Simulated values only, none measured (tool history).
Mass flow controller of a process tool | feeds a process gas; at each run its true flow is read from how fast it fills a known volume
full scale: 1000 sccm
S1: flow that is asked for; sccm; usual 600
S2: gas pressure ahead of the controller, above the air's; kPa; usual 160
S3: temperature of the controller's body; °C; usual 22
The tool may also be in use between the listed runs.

{"run": 1, "hour": 0.0, "S1": 600, "S2": 160, "S3": 22, "true flow (%)": 99.11}
{"run": 2, "hour": 335.4, "S1": 600, "S2": 160, "S3": 35, "true flow (%)": 99.81}
{"run": 3, "hour": 701.0, "S1": 600, "S2": 160, "S3": 35, "true flow (%)": 99.9}
{"run": 4, "hour": 1018.2, "S1": 600, "S2": 160, "S3": 22, "true flow (%)": 99.44}
{"run": 5, "hour": 1268.8, "S1": 600, "S2": 144, "S3": 22, "true flow (%)": 99.37}
{"run": 6, "hour": 1673.0, "S1": 600, "S2": 144, "S3": 22, "true flow (%)": 99.61}
{"run": 7, "hour": 2012.7, "S1": 600, "S2": 144, "S3": 22, "true flow (%)": 99.59}
{"run": 8, "hour": 2398.6, "S1": 600, "S2": 160, "S3": 22, "true flow (%)": 99.78}
{"run": 9, "hour": 2793.7, "S1": 600, "S2": 240, "S3": 22, "true flow (%)": 100.05}
{"run": 10, "hour": 3129.0, "S1": 600, "S2": 240, "S3": 22, "true flow (%)": 100.1}
{"run": 11, "hour": 3501.4, "S1": 600, "S2": 160, "S3": 22, "true flow (%)": 100.0}
{"run": 12, "hour": 3694.5, "S1": 600, "S2": 213, "S3": 22, "true flow (%)": 100.11}
{"run": 13, "hour": 4000.8, "S1": 600, "S2": 213, "S3": 25, "true flow (%)": 100.37}
{"run": 14, "hour": 4369.6, "S1": 600, "S2": 213, "S3": 25, "true flow (%)": 100.39}
{"run": 15, "hour": 4655.0, "S1": 600, "S2": 146, "S3": 22, "true flow (%)": 100.15}
{"run": 16, "hour": 4942.0, "S1": 600, "S2": 146, "S3": 22, "true flow (%)": 100.28}
{"run": 17, "hour": 5301.2, "S1": 600, "S2": 145, "S3": 40, "true flow (%)": 100.9}
{"run": 18, "hour": 5483.6, "S1": 525, "S2": 160, "S3": 33, "true flow (%)": 100.68}
{"run": 19, "hour": 5857.5, "S1": 183, "S2": 232, "S3": 30, "true flow (%)": 100.33}
{"run": 20, "hour": 6253.4, "S1": 183, "S2": 232, "S3": 30, "true flow (%)": 100.44}
{"run": 21, "hour": 6659.6, "S1": 217, "S2": 160, "S3": 29, "true flow (%)": 100.32}
{"run": 22, "hour": 6931.8, "S1": 132, "S2": 223, "S3": 39, "true flow (%)": 100.9}
{"run": 23, "hour": 7216.8, "S1": 614, "S2": 187, "S3": 22, "true flow (%)": 100.98}
{"run": 24, "hour": 7389.5, "S1": 174, "S2": 213, "S3": 34, "true flow (%)": 100.74}
{"run": 25, "hour": 7596.7, "S1": 160, "S2": 213, "S3": 23, "true flow (%)": 100.45}
{"run": 26, "hour": 7875.0, "S1": 160, "S2": 213, "S3": 23, "true flow (%)": 100.45}
{"run": 27, "hour": 8168.1, "S1": 160, "S2": 213, "S3": 23, "true flow (%)": 100.48}

Forecast each of these 4 alternatives for the next run:
{"run": "A", "hour": 8435.2, "S1": 125, "S2": 160, "S3": 38, "true flow (%)": "?"}
{"run": "B", "hour": 8435.2, "S1": 357, "S2": 227, "S3": 27, "true flow (%)": "?"}
{"run": "C", "hour": 8435.2, "S1": 160, "S2": 186, "S3": 23, "true flow (%)": "?"}
{"run": "D", "hour": 8435.2, "S1": 173, "S2": 160, "S3": 22, "true flow (%)": "?"}

run=A true_flow_(%)=100.98
run=B true_flow_(%)=101.11
run=C true_flow_(%)=100.36
run=D true_flow_(%)=100.33
Without the tool's hidden state the same runs would have given:
run=A true_flow_(%)=99.19
run=B true_flow_(%)=99.29
run=C true_flow_(%)=98.57
run=D true_flow_(%)=98.54
